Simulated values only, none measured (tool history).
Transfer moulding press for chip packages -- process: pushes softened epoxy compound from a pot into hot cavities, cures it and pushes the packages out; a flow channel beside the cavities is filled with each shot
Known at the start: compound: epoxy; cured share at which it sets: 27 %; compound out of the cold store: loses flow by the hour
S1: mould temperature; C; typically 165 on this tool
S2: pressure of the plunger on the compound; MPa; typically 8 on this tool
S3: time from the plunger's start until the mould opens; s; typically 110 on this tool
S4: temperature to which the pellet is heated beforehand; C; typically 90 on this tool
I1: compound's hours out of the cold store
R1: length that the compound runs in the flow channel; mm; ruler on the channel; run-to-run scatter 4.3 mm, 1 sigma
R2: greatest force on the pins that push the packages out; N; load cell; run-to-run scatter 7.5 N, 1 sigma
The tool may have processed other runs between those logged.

{"run": 1, "hour": 0.0, "S1": 165, "S2": 8, "S3": 110, "S4": 90, "I1": 42.2, "R1": 471, "R2": 447}
{"run": 2, "hour": 23.4, "S1": 165, "S2": 8, "S3": 110, "S4": 90, "I1": 15.7, "R1": 548, "R2": 509}
{"run": 3, "hour": 39.3, "S1": 165, "S2": 8, "S3": 110, "S4": 90, "I1": 26.3, "R1": 510, "R2": 506}
{"run": 4, "hour": 63.5, "S1": 165, "S2": 8, "S3": 121, "S4": 90, "I1": 28.7, "R1": 509, "R2": 484}
{"hour": 75.6, "done": "cavities cleaned with cleaning compound and waxed"}
{"run": 5, "hour": 83.3, "S1": 165, "S2": 8, "S3": 121, "S4": 90, "I1": 42.1, "R1": 464, "R2": 332}
{"run": 6, "hour": 105.4, "S1": 165, "S2": 8, "S3": 110, "S4": 92, "I1": 25.9, "R1": 502, "R2": 432}
{"run": 7, "hour": 129.6, "S1": 165, "S2": 8, "S3": 110, "S4": 92, "I1": 27.8, "R1": 499, "R2": 479}
{"hour": 148.9, "done": "plunger's sealing rings changed"}
{"run": 8, "hour": 157.7, "S1": 165, "S2": 8, "S3": 110, "S4": 90, "I1": 42.6, "R1": 485, "R2": 477}
{"run": 9, "hour": 181.1, "S1": 165, "S2": 8, "S3": 110, "S4": 90, "I1": 36, "R1": 506, "R2": 534}
{"run": 10, "hour": 195.5, "S1": 165, "S2": 8, "S3": 110, "S4": 90, "I1": 34.3, "R1": 509, "R2": 525}
{"hour": 201.5, "done": "cavities cleaned with cleaning compound and waxed"}
{"run": 11, "hour": 223.8, "S1": 165, "S2": 8, "S3": 110, "S4": 90, "I1": 16.7, "R1": 560, "R2": 417}
{"hour": 227.9, "done": "mould's thermocouples calibrated"}
{"run": 12, "hour": 241.9, "S1": 165, "S2": 8, "S3": 110, "S4": 90, "I1": 38.1, "R1": 492, "R2": 446}
{"run": 13, "hour": 259.6, "S1": 165, "S2": 8.7, "S3": 91, "S4": 99, "I1": 14.9, "R1": 591, "R2": 648}
{"run": 14, "hour": 271.7, "S1": 165, "S2": 9.85, "S3": 91, "S4": 99, "I1": 40, "R1": 541, "R2": 642}
{"hour": 285.9, "done": "mould's thermocouples calibrated, once more"}
{"run": 15, "hour": 292.4, "S1": 168, "S2": 7.42, "S3": 110, "S4": 90, "I1": 45.9, "R1": 444, "R2": 473}
{"run": 16, "hour": 311.4, "S1": 164, "S2": 7.44, "S3": 137, "S4": 90, "I1": 19.4, "R1": 528, "R2": 479}
{"run": 17, "hour": 323.2, "S1": 164, "S2": 7.44, "S3": 137, "S4": 90, "I1": 17.3, "R1": 536, "R2": 463}
{"hour": 329.1, "done": "cavities cleaned with cleaning compound and waxed"}
{"run": 18, "hour": 346.6, "S1": 164, "S2": 7.44, "S3": 137, "S4": 94, "I1": 46.2, "R1": 447, "R2": 342}
{"run": 19, "hour": 372.2, "S1": 164, "S2": 7.44, "S3": 137, "S4": 94, "I1": 10.2, "R1": 550, "R2": 405}
{"run": 20, "hour": 383.5, "S1": 165, "S2": 9.07, "S3": 128, "S4": 85, "I1": 35.6, "R1": 516, "R2": 421}
{"run": 21, "hour": 404.3, "S1": 165, "S2": 9.07, "S3": 128, "S4": 85, "I1": 24.6, "R1": 551, "R2": 453}
{"run": 22, "hour": 425.3, "S1": 165, "S2": 9.33, "S3": 102, "S4": 90, "I1": 13.3, "R1": 596, "R2": 566}
{"run": 23, "hour": 441.7, "S1": 163, "S2": 6.44, "S3": 105, "S4": 83, "I1": 11.9, "R1": 505, "R2": 618}
{"hour": 453.1, "done": "cavities cleaned with cleaning compound and waxed"}
{"run": 24, "hour": 469.7, "S1": 165, "S2": 8, "S3": 109, "S4": 90, "I1": 29.7, "R1": 502, "R2": 380}

Each row is a separate what-if for the run after 24, all from the same tool condition, not one after another. Results?
{"run": "A", "hour": 483.8, "S1": 167, "S2": 8, "S3": 110, "S4": 90, "I1": 20.3, "R1": "?", "R2": "?"}
{"run": "B", "hour": 483.8, "S1": 170, "S2": 9.35, "S3": 110, "S4": 90, "I1": 13.2, "R1": "?", "R2": "?"}
{"run": "C", "hour": 483.8, "S1": 165, "S2": 8, "S3": 110, "S4": 90, "I1": 25.6, "R1": "?", "R2": "?"}
{"run": "D", "hour": 483.8, "S1": 165, "S2": 8.8, "S3": 110, "S4": 90, "I1": 30.7, "R1": "?", "R2": "?"}
{"run": "E", "hour": 483.8, "S1": 161, "S2": 8, "S3": 109, "S4": 82, "I1": 34.1, "R1": "?", "R2": "?"}

run=A R1=521 R2=400
run=B R1=586 R2=390
run=C R1=517 R2=430
run=D R1=524 R2=414
run=E R1=496 R2=483
With no hidden state in the tool, these same runs would have given:
run=A R1=549 R2=307
run=B R1=617 R2=300
run=C R1=544 R2=330
run=D R1=552 R2=318
run=E R1=522 R2=368
